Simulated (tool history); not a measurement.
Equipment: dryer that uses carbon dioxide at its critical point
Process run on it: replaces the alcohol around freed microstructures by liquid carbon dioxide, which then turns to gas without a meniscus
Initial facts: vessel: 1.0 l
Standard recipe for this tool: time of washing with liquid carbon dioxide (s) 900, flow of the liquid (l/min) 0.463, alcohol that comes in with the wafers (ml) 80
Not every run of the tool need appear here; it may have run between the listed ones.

run     day  time of washing with liquid carbon dioxide (s)  flow of the liquid (l/min)  alcohol that comes in with the wafers (ml)  alcohol left in the vessel before it's heated (ppm by volume)
  1       0                                             900                       0.463                                          80                                                            766
  2   1.912                                             900                       0.463                                          22                                                            367
  3   3.538                                             900                       0.463                                          22                                                            385
  4   5.467                                             900                       0.463                                          22                                                            377
  5   6.417                                             900                       0.463                                          80                                                            863
  6   8.612                                             900                       0.463                                          80                                                            898
  7  10.162                                             900                       0.463                                          80                                                            918
  8  11.383                                             900                       0.463                                          85                                                            977
  9  13.471                                             720                       0.463                                          80                                                           2083
 10  15.212                                             720                       0.463                                          80                                                           2123
 11  16.704                                             720                       0.463                                          80                                                           2249
 12  18.938                                             720                       0.463                                          80                                                           2285
 13  20.762                                             720                       0.463                                          80                                                           2276
 14  21.946                                             720                       0.463                                          80                                                           2307
     22.967  -- purifier's bed changed
 15  23.654                                             900                        0.64                                          80                                                            145
 16   25.65                                             900                        0.64                                          80                                                            167
 17  27.675                                             900                        0.64                                          80                                                            187
 18  28.858                                             900                        0.64                                          80                                                            187
 19   31.05                                             900                       0.749                                          80                                                            104
     31.396  -- inlet filter changed
 20  33.312                                             900                       0.323                                          80                                                           2633
 21  35.492                                             600                       0.463                                          80                                                           3313
 22  37.712                                            1380                       0.405                                          69                                                            192
 23  39.308                                             720                       0.684                                          85                                                            365
 24  41.546                                             660                       0.381                                          46                                                           2719
 25  43.588                                             900                       0.463                                          84                                                            848
 26  44.662                                            1140                       0.502                                          23                                                            152
 27  45.688                                             660                       0.463                                          49                                                           1633
 28  46.721                                             660                       0.522                                          45                                                           1024
 29  47.892                                             660                       0.522                                          45                                                           1068
 30  49.833                                             660                       0.492                                          59                                                           1681
 31  51.375                                            1380                       0.458                                          66                                                            213
 32  52.767                                            1200                       0.481                                         108                                                            343
 33  54.483                                             660                       0.395                                          94                                                           5580
 34  56.729                                             660                       0.395                                          24                                                           1532
 35  58.967                                             900                       0.352                                          70                                                           2447
 36   60.95                                             900                       0.695                                          80                                                            290
 37  62.229                                             900                       0.463                                          80                                                           1111
     62.662  -- inlet filter changed
 38  63.438                                             900                       0.479                                         103                                                            863
 39  65.133                                             900                       0.479                                         103                                                            897

Measured minus without-hidden-state, run by run (identical run-to-run variation in each term; gauge scatter may differ):
The hidden state here: flow that reaches the vessel past the clogged filter, %; alcohol in the recycled carbon dioxide, ppm; drift of the gauge itself on alcohol_ppm, %.
run  alcohol left in the vessel before it's heated (ppm by volume)
  1                                                           +187
  2                                                           +199
  3                                                           +210
  4                                                           +220
  5                                                           +274
  6                                                           +307
  7                                                           +332
  8                                                           +353
  9                                                           +524
 10                                                           +569
 11                                                           +630
 12                                                           +689
 13                                                           +719
 14                                                           +753
 15                                                            +55
 16                                                            +74
 17                                                            +89
 18                                                           +100
 19                                                            +72
 20                                                           +123
 21                                                           +223
 22                                                            +93
 23                                                           +124
 24                                                           +342
 25                                                           +235
 26                                                           +125
 27                                                           +343
 28                                                           +283
 29                                                           +305
 30                                                           +436
 31                                                           +166
 32                                                           +221
 33                                                          +1210
 34                                                           +452
 35                                                           +782
 36                                                           +233
 37                                                           +526
 38                                                           +232
 39                                                           +261
